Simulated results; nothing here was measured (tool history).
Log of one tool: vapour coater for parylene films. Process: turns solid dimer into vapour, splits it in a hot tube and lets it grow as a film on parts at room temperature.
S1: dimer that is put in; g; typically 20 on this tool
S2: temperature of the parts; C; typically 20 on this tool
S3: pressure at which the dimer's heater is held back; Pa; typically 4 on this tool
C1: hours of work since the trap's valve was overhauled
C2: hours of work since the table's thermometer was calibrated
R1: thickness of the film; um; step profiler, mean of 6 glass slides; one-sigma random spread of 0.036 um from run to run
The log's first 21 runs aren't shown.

run,hour,S1,S2,S3,C1,C2,R1
# hour 873.1: trap's valve overhauled
22,888.8,12,22,4.34,7,41,2.06
23,927,9,12,8.28,24,58,1.81
24,969.6,20,29,6.45,43,77,2.53
25,1026,17,20,4,68,102,3.14
26,1075.5,17,20,4,90,124,3.1
27,1112.6,17,20,4,107,141,3.06
28,1153.4,20,16,2.11,125,159,4.67
29,1208.3,33,32,5.3,150,183,3.84
30,1257.3,20,32,2.8,171,205,2.64
31,1288.7,20,13,2.8,185,219,4.76
32,1334.9,9,14,9.56,206,240,1.57

Here are 5 independent what-if runs from the current tool condition. What would each one return?
A,1378.6,27,25,2.51,225,259,?
B,1378.6,30,20,9.8,225,259,?
C,1378.6,35,18,6.4,225,259,?
D,1378.6,8,32,6.52,225,259,?
E,1378.6,9,18,2.6,225,259,?

run,R1
A,4.53
B,4.26
C,5.84
D,0.87
E,1.81
Take away the tool's hidden state, keep each run's random variation, and the runs would have read:
run,R1
A,4.83
B,4.54
C,6.22
D,0.93
E,1.93

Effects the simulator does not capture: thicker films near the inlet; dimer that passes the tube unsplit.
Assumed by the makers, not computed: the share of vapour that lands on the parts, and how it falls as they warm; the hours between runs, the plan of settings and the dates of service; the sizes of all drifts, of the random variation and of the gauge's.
